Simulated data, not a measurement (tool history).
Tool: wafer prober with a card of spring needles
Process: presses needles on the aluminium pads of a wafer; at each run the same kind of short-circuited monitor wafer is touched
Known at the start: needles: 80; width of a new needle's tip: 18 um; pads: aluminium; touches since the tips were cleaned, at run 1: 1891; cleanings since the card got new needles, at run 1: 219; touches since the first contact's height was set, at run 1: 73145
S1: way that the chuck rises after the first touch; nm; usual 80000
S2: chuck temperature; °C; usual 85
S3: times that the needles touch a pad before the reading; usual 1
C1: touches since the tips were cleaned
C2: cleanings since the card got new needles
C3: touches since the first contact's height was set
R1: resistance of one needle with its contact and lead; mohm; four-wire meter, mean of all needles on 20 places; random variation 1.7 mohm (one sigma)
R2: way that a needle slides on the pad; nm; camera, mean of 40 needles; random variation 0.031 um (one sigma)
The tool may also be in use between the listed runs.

| run | hour | S1 | S2 | S3 | C1 | C2 | C3 | R1 | R2 |
|---|---|---|---|---|---|---|---|---|---|
| 1 | 0.0 | 80000 | 85 | 1 | 1891 | 219 | 73145 | 194 | 12060 |
|  | 2.9 | tips cleaned on abrasive film |
|  | 8.7 | tips cleaned on abrasive film |
|  | 15.8 | tips cleaned on abrasive film |
|  | 21.5 | tips cleaned on abrasive film |
|  | 24.7 | height of the first contact set anew |
|  | 27.6 | tips cleaned on abrasive film |
|  | 33.3 | tips cleaned on abrasive film |
|  | 39.1 | tips cleaned on abrasive film |
|  | 45.4 | tips cleaned on abrasive film |
| 2 | 45.4 | 80000 | 85 | 1 | 0 | 227 | 9718 | 183 | 11870 |
|  | 52.6 | tips cleaned on abrasive film |
|  | 58.3 | tips cleaned on abrasive film |
|  | 64.1 | tips cleaned on abrasive film |
|  | 69.8 | tips cleaned on abrasive film |
|  | 76.9 | tips cleaned on abrasive film |
|  | 84.1 | tips cleaned on abrasive film |
|  | 91.2 | tips cleaned on abrasive film |
|  | 98.4 | tips cleaned on abrasive film |
| 3 | 102.5 | 80000 | 85 | 1 | 1990 | 235 | 36579 | 192 | 11690 |
|  | 105.5 | tips cleaned on abrasive film |
|  | 111.2 | tips cleaned on abrasive film |
|  | 116.9 | tips cleaned on abrasive film |
|  | 122.7 | tips cleaned on abrasive film |
|  | 128.4 | tips cleaned on abrasive film |
|  | 135.6 | tips cleaned on abrasive film |
|  | 142.7 | tips cleaned on abrasive film |
|  | 148.4 | tips cleaned on abrasive film |
|  | 153.0 | height of the first contact set anew, once more |
|  | 154.5 | tips cleaned on abrasive film |
|  | 161.6 | tips cleaned on abrasive film |
| 4 | 165.8 | 80000 | 85 | 1 | 1980 | 245 | 6013 | 190 | 12380 |
|  | 168.7 | tips cleaned on abrasive film |
|  | 174.4 | tips cleaned on abrasive film |
|  | 180.2 | tips cleaned on abrasive film |
|  | 185.9 | tips cleaned on abrasive film |
|  | 191.6 | tips cleaned on abrasive film |
|  | 198.8 | tips cleaned on abrasive film |
|  | 204.5 | tips cleaned on abrasive film |
|  | 211.7 | tips cleaned on abrasive film |
|  | 217.4 | tips cleaned on abrasive film |
|  | 224.6 | tips cleaned on abrasive film |
| 5 | 229.2 | 80000 | 85 | 1 | 2190 | 255 | 35763 | 194 | 12240 |
|  | 230.7 | tips cleaned on abrasive film |
|  | 237.8 | tips cleaned on abrasive film |
|  | 243.5 | tips cleaned on abrasive film |
|  | 250.7 | tips cleaned on abrasive film |
|  | 256.4 | tips cleaned on abrasive film |
|  | 263.6 | tips cleaned on abrasive film |
|  | 269.3 | tips cleaned on abrasive film |
|  | 275.1 | tips cleaned on abrasive film |
|  | 280.8 | tips cleaned on abrasive film |
|  | 287.9 | tips cleaned on abrasive film |
|  | 293.7 | tips cleaned on abrasive film |
|  | 300.8 | tips cleaned on abrasive film |
|  | 306.6 | tips cleaned on abrasive film |
| 6 | 311.3 | 91000 | 85 | 1 | 2258 | 268 | 74321 | 189 | 13720 |
|  | 312.8 | tips cleaned on abrasive film |
|  | 319.9 | tips cleaned on abrasive film |
|  | 325.7 | tips cleaned on abrasive film |
|  | 332.8 | tips cleaned on abrasive film |
|  | 333.1 | height of the first contact set anew |
|  | 338.9 | tips cleaned on abrasive film |
|  | 346.0 | tips cleaned on abrasive film |
|  | 351.7 | tips cleaned on abrasive film |
|  | 357.5 | tips cleaned on abrasive film |
|  | 364.6 | tips cleaned on abrasive film |
|  | 371.8 | tips cleaned on abrasive film |
| 7 | 375.7 | 91000 | 85 | 1 | 1875 | 278 | 20024 | 187 | 14000 |
|  | 378.6 | tips cleaned on abrasive film |
|  | 384.4 | tips cleaned on abrasive film |
|  | 391.5 | tips cleaned on abrasive film |
|  | 397.2 | tips cleaned on abrasive film |
|  | 404.4 | tips cleaned on abrasive film |
|  | 410.1 | tips cleaned on abrasive film |
| 8 | 413.1 | 80000 | 85 | 1 | 1408 | 284 | 37564 | 194 | 12240 |
|  | 416.0 | tips cleaned on abrasive film |
|  | 421.7 | tips cleaned on abrasive film |
|  | 428.9 | tips cleaned on abrasive film |
|  | 434.6 | tips cleaned on abrasive film |
|  | 440.4 | tips cleaned on abrasive film |
|  | 447.5 | tips cleaned on abrasive film |
|  | 459.5 | card fitted with new needles |
|  | 465.2 | tips cleaned on abrasive film |
| 9 | 466.5 | 80000 | 28 | 1 | 585 | 1 | 3274 | 167 | 12330 |
|  | 472.2 | tips cleaned on abrasive film |
|  | 478.0 | tips cleaned on abrasive film |
|  | 483.7 | tips cleaned on abrasive film |
|  | 490.8 | tips cleaned on abrasive film |
|  | 496.6 | tips cleaned on abrasive film |
|  | 502.3 | tips cleaned on abrasive film |
|  | 508.0 | tips cleaned on abrasive film |
|  | 515.2 | tips cleaned on abrasive film |
|  | 520.9 | tips cleaned on abrasive film |
|  | 526.7 | tips cleaned on abrasive film |
|  | 533.8 | tips cleaned on abrasive film |
| 10 | 536.2 | 77000 | 52 | 1 | 1160 | 12 | 36028 | 178 | 11690 |
|  | 540.6 | tips cleaned on abrasive film |
|  | 546.3 | tips cleaned on abrasive film |
|  | 552.0 | tips cleaned on abrasive film |
|  | 559.2 | tips cleaned on abrasive film |
|  | 564.9 | tips cleaned on abrasive film |
|  | 570.7 | tips cleaned on abrasive film |
|  | 576.4 | tips cleaned on abrasive film |
|  | 582.1 | tips cleaned on abrasive film |
|  | 589.3 | tips cleaned on abrasive film |
|  | 595.0 | tips cleaned on abrasive film |
| 11 | 597.1 | 77000 | 52 | 1 | 985 | 22 | 64573 | 179 | 11660 |
|  | 601.4 | tips cleaned on abrasive film |
|  | 607.2 | tips cleaned on abrasive film |
|  | 614.3 | tips cleaned on abrasive film |
|  | 620.0 | tips cleaned on abrasive film |
|  | 627.2 | tips cleaned on abrasive film |
|  | 632.9 | tips cleaned on abrasive film |
|  | 640.1 | tips cleaned on abrasive film |
|  | 640.4 | height of the first contact set anew |
|  | 646.1 | tips cleaned on abrasive film |
|  | 651.8 | tips cleaned on abrasive film |
| 12 | 652.3 | 80000 | 74 | 1 | 207 | 31 | 5585 | 174 | 12390 |
|  | 658.0 | tips cleaned on abrasive film |
|  | 665.2 | tips cleaned on abrasive film |
|  | 672.3 | tips cleaned on abrasive film |
|  | 678.0 | tips cleaned on abrasive film |
|  | 685.2 | tips cleaned on abrasive film |
|  | 692.3 | tips cleaned on abrasive film |
|  | 698.1 | tips cleaned on abrasive film |
|  | 705.2 | tips cleaned on abrasive film |
|  | 712.4 | tips cleaned on abrasive film |
|  | 718.1 | tips cleaned on abrasive film |
|  | 725.3 | tips cleaned on abrasive film |
|  | 732.4 | tips cleaned on abrasive film |
| 13 | 733.9 | 78000 | 85 | 3 | 734 | 43 | 43962 | 178 | 11890 |
|  | 738.3 | tips cleaned on abrasive film |
|  | 744.0 | tips cleaned on abrasive film |
|  | 749.7 | tips cleaned on abrasive film |
|  | 756.9 | tips cleaned on abrasive film |
|  | 762.6 | tips cleaned on abrasive film |
|  | 768.4 | tips cleaned on abrasive film |
|  | 775.5 | tips cleaned on abrasive film |
|  | 781.3 | tips cleaned on abrasive film |
|  | 787.0 | tips cleaned on abrasive film |
|  | 792.7 | tips cleaned on abrasive film |
|  | 799.9 | tips cleaned on abrasive film |
|  | 805.6 | tips cleaned on abrasive film |
|  | 812.8 | tips cleaned on abrasive film |
| 14 | 816.2 | 78000 | 85 | 1 | 1625 | 56 | 82563 | 184 | 11710 |
|  | 819.1 | tips cleaned on abrasive film |
|  | 820.8 | height of the first contact set anew |
|  | 826.5 | tips cleaned on abrasive film |
|  | 832.3 | tips cleaned on abrasive film |
|  | 838.0 | tips cleaned on abrasive film |
|  | 843.7 | tips cleaned on abrasive film |
|  | 849.5 | tips cleaned on abrasive film |
|  | 856.6 | tips cleaned on abrasive film |
| 15 | 858.9 | 84000 | 100 | 2 | 1106 | 63 | 17911 | 183 | 12950 |
|  | 863.3 | tips cleaned on abrasive film |
|  | 869.0 | tips cleaned on abrasive film |
|  | 876.2 | tips cleaned on abrasive film |
|  | 881.9 | tips cleaned on abrasive film |
|  | 889.0 | tips cleaned on abrasive film |
|  | 894.8 | tips cleaned on abrasive film |
|  | 901.9 | tips cleaned on abrasive film |
|  | 909.1 | tips cleaned on abrasive film |
|  | 916.2 | tips cleaned on abrasive film |
|  | 922.0 | tips cleaned on abrasive film |
|  | 929.1 | tips cleaned on abrasive film |
| 16 | 932.3 | 84000 | 100 | 2 | 1513 | 74 | 52361 | 183 | 12770 |
|  | 935.2 | tips cleaned on abrasive film |
|  | 942.3 | tips cleaned on abrasive film |
|  | 948.1 | tips cleaned on abrasive film |
|  | 955.2 | tips cleaned on abrasive film |
|  | 962.4 | tips cleaned on abrasive film |
|  | 969.5 | tips cleaned on abrasive film |
|  | 976.7 | tips cleaned on abrasive film |
|  | 982.4 | tips cleaned on abrasive film |
|  | 989.5 | tips cleaned on abrasive film |
|  | 996.7 | tips cleaned on abrasive film |
|  | 1001.2 | height of the first contact set anew |
|  | 1002.7 | tips cleaned on abrasive film |
|  | 1008.5 | tips cleaned on abrasive film |
|  | 1014.3 | tips cleaned on abrasive film |
| 17 | 1014.3 | 80000 | 34 | 1 | 0 | 87 | 6090 | 174 | 12330 |

Forecast each of these 3 alternatives for the next run:
|  | 1020.0 | tips cleaned on abrasive film |
|  | 1025.8 | tips cleaned on abrasive film |
|  | 1031.5 | tips cleaned on abrasive film |
|  | 1038.6 | tips cleaned on abrasive film |
|  | 1044.4 | tips cleaned on abrasive film |
|  | 1051.5 | tips cleaned on abrasive film |
|  | 1058.7 | tips cleaned on abrasive film |
|  | 1064.4 | tips cleaned on abrasive film |
| A | 1067.7 | 80000 | 68 | 3 | 1582 | 95 | 31200 | ? | ? |
|  | 1020.0 | tips cleaned on abrasive film |
|  | 1025.8 | tips cleaned on abrasive film |
|  | 1031.5 | tips cleaned on abrasive film |
|  | 1038.6 | tips cleaned on abrasive film |
|  | 1044.4 | tips cleaned on abrasive film |
|  | 1051.5 | tips cleaned on abrasive film |
|  | 1058.7 | tips cleaned on abrasive film |
|  | 1064.4 | tips cleaned on abrasive film |
| B | 1067.7 | 61000 | 123 | 1 | 1582 | 95 | 31200 | ? | ? |
|  | 1020.0 | tips cleaned on abrasive film |
|  | 1025.8 | tips cleaned on abrasive film |
|  | 1031.5 | tips cleaned on abrasive film |
|  | 1038.6 | tips cleaned on abrasive film |
|  | 1044.4 | tips cleaned on abrasive film |
|  | 1051.5 | tips cleaned on abrasive film |
|  | 1058.7 | tips cleaned on abrasive film |
|  | 1064.4 | tips cleaned on abrasive film |
| C | 1067.7 | 95000 | 48 | 2 | 1582 | 95 | 31200 | ? | ? |

| run | R1 | R2 |
|---|---|---|
| A | 177 | 12200 |
| B | 197 | 9270 |
| C | 171 | 14590 |
Without the tool's hidden state the same runs would have given:
| run | R1 | R2 |
|---|---|---|
| A | 173 | 12360 |
| B | 184 | 9430 |
| C | 167 | 14750 |

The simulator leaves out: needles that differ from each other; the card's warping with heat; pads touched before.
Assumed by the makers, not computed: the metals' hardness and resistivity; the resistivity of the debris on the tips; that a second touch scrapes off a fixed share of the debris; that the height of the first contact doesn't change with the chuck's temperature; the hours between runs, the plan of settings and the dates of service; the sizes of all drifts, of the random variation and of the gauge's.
